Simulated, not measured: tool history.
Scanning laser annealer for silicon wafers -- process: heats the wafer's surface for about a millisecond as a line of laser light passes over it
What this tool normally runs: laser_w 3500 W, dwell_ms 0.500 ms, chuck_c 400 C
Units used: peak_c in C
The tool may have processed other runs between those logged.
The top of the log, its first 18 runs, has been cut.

| run | hour | laser_w | dwell_ms | chuck_c | peak_c |
|---|---|---|---|---|---|
| 19 | 966.3 | 3500 | 0.366 | 400 | 1032 |
|  | 1016.7 | window over the wafer cleaned |
| 20 | 1033.5 | 3500 | 0.366 | 400 | 1029 |
| 21 | 1099.4 | 3500 | 0.366 | 400 | 1034 |
| 22 | 1144.9 | 3500 | 0.366 | 400 | 1031 |
| 23 | 1204.8 | 3500 | 0.366 | 400 | 1031 |
| 24 | 1280.4 | 3500 | 0.366 | 400 | 1033 |
| 25 | 1324.5 | 3237 | 0.601 | 436 | 1175 |
| 26 | 1377.5 | 3425 | 0.510 | 422 | 1154 |
| 27 | 1430.9 | 3388 | 0.593 | 440 | 1219 |
| 28 | 1467.4 | 3436 | 0.438 | 400 | 1076 |
| 29 | 1508.2 | 3845 | 0.471 | 370 | 1174 |
| 30 | 1560.6 | 3845 | 0.471 | 370 | 1175 |
| 31 | 1620.6 | 3845 | 0.471 | 370 | 1172 |
| 32 | 1658.0 | 3063 | 0.500 | 373 | 1004 |
| 33 | 1700.3 | 3429 | 0.461 | 435 | 1126 |
| 34 | 1735.9 | 3551 | 0.500 | 425 | 1180 |
| 35 | 1802.5 | 3035 | 0.565 | 425 | 1092 |
| 36 | 1836.2 | 3500 | 0.604 | 419 | 1234 |
| 37 | 1908.7 | 3500 | 0.604 | 419 | 1234 |
|  | 1937.2 | optics aligned, line set to its width |
|  | 1950.8 | window over the wafer cleaned |
| 38 | 1955.1 | 3500 | 0.590 | 400 | 1209 |
| 39 | 2031.9 | 3500 | 0.360 | 373 | 999 |
| 40 | 2084.8 | 3503 | 0.602 | 400 | 1214 |

Consider 3 possible next runs. They are alternatives, not a sequence: every one starts from the tool as it was left by run 40. What does each give?
| A | 2158.5 | 3347 | 0.500 | 419 | ? |
| B | 2158.5 | 3500 | 0.475 | 439 | ? |
| C | 2158.5 | 3503 | 0.602 | 390 | ? |

| run | peak_c |
|---|---|
| A | 1116 |
| B | 1160 |
| C | 1205 |
Had the tool no hidden state, the same runs would have come out as:
| run | peak_c |
|---|---|
| A | 1116 |
| B | 1160 |
| C | 1205 |

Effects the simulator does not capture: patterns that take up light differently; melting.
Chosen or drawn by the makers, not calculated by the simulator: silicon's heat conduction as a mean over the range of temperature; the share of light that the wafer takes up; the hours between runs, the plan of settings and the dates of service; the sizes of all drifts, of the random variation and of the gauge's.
